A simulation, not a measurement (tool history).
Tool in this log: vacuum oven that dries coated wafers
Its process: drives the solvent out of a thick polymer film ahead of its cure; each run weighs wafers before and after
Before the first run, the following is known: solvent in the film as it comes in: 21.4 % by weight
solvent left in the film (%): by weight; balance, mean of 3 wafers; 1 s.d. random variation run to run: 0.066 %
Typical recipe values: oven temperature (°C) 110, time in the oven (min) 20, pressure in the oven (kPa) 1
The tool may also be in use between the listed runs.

{"run": 1, "hour": 0.0, "oven temperature (°C)": 110, "time in the oven (min)": 20, "pressure in the oven (kPa)": 1, "solvent left in the film (%)": 4.3}
{"run": 2, "hour": 90.6, "oven temperature (°C)": 110, "time in the oven (min)": 20, "pressure in the oven (kPa)": 1, "solvent left in the film (%)": 4.31}
{"run": 3, "hour": 178.1, "oven temperature (°C)": 110, "time in the oven (min)": 20, "pressure in the oven (kPa)": 1, "solvent left in the film (%)": 4.24}
{"run": 4, "hour": 217.3, "oven temperature (°C)": 110, "time in the oven (min)": 20, "pressure in the oven (kPa)": 1, "solvent left in the film (%)": 4.31}
{"run": 5, "hour": 269.5, "oven temperature (°C)": 110, "time in the oven (min)": 29, "pressure in the oven (kPa)": 1, "solvent left in the film (%)": 2.47}
{"run": 6, "hour": 343.6, "oven temperature (°C)": 110, "time in the oven (min)": 29, "pressure in the oven (kPa)": 1, "solvent left in the film (%)": 2.52}
{"run": 7, "hour": 412.7, "oven temperature (°C)": 110, "time in the oven (min)": 29, "pressure in the oven (kPa)": 1, "solvent left in the film (%)": 2.51}
{"run": 8, "hour": 500.2, "oven temperature (°C)": 110, "time in the oven (min)": 29, "pressure in the oven (kPa)": 1, "solvent left in the film (%)": 2.42}
{"run": 9, "hour": 547.9, "oven temperature (°C)": 120, "time in the oven (min)": 29, "pressure in the oven (kPa)": 1, "solvent left in the film (%)": 0.89}
{"run": 10, "hour": 593.9, "oven temperature (°C)": 110, "time in the oven (min)": 20, "pressure in the oven (kPa)": 1, "solvent left in the film (%)": 4.36}
{"run": 11, "hour": 640.8, "oven temperature (°C)": 110, "time in the oven (min)": 20, "pressure in the oven (kPa)": 1, "solvent left in the film (%)": 4.38}
{"run": 12, "hour": 688.3, "oven temperature (°C)": 110, "time in the oven (min)": 20, "pressure in the oven (kPa)": 1, "solvent left in the film (%)": 4.29}
{"run": 13, "hour": 764.3, "oven temperature (°C)": 110, "time in the oven (min)": 20, "pressure in the oven (kPa)": 1, "solvent left in the film (%)": 4.3}
{"run": 14, "hour": 849.0, "oven temperature (°C)": 110, "time in the oven (min)": 20, "pressure in the oven (kPa)": 1, "solvent left in the film (%)": 4.27}
{"run": 15, "hour": 898.9, "oven temperature (°C)": 110, "time in the oven (min)": 20, "pressure in the oven (kPa)": 1.45, "solvent left in the film (%)": 4.61}
{"run": 16, "hour": 976.6, "oven temperature (°C)": 116, "time in the oven (min)": 20, "pressure in the oven (kPa)": 2.11, "solvent left in the film (%)": 3.16}
{"run": 17, "hour": 1020.0, "oven temperature (°C)": 98, "time in the oven (min)": 16, "pressure in the oven (kPa)": 1, "solvent left in the film (%)": 9.88}
{"run": 18, "hour": 1107.7, "oven temperature (°C)": 98, "time in the oven (min)": 16, "pressure in the oven (kPa)": 1, "solvent left in the film (%)": 9.61}
{"run": 19, "hour": 1164.1, "oven temperature (°C)": 98, "time in the oven (min)": 35, "pressure in the oven (kPa)": 1, "solvent left in the film (%)": 5.05}
{"hour": 1230.7, "done": "oven's thermocouples calibrated"}
{"run": 20, "hour": 1240.7, "oven temperature (°C)": 98, "time in the oven (min)": 12, "pressure in the oven (kPa)": 1.85, "solvent left in the film (%)": 11.29}
{"run": 21, "hour": 1283.6, "oven temperature (°C)": 98, "time in the oven (min)": 12, "pressure in the oven (kPa)": 1.02, "solvent left in the film (%)": 11.17}
{"run": 22, "hour": 1321.2, "oven temperature (°C)": 101, "time in the oven (min)": 14, "pressure in the oven (kPa)": 1, "solvent left in the film (%)": 9.45}

What will run 23 give?
{"run": 23, "hour": 1376.6, "oven temperature (°C)": 101, "time in the oven (min)": 31, "pressure in the oven (kPa)": 0.59, "solvent left in the film (%)": "?"}

Run 23 gave solvent left in the film (%) 4.45.
Minus the tool's unlogged condition, the same run would have read solvent left in the film (%) 4.43.
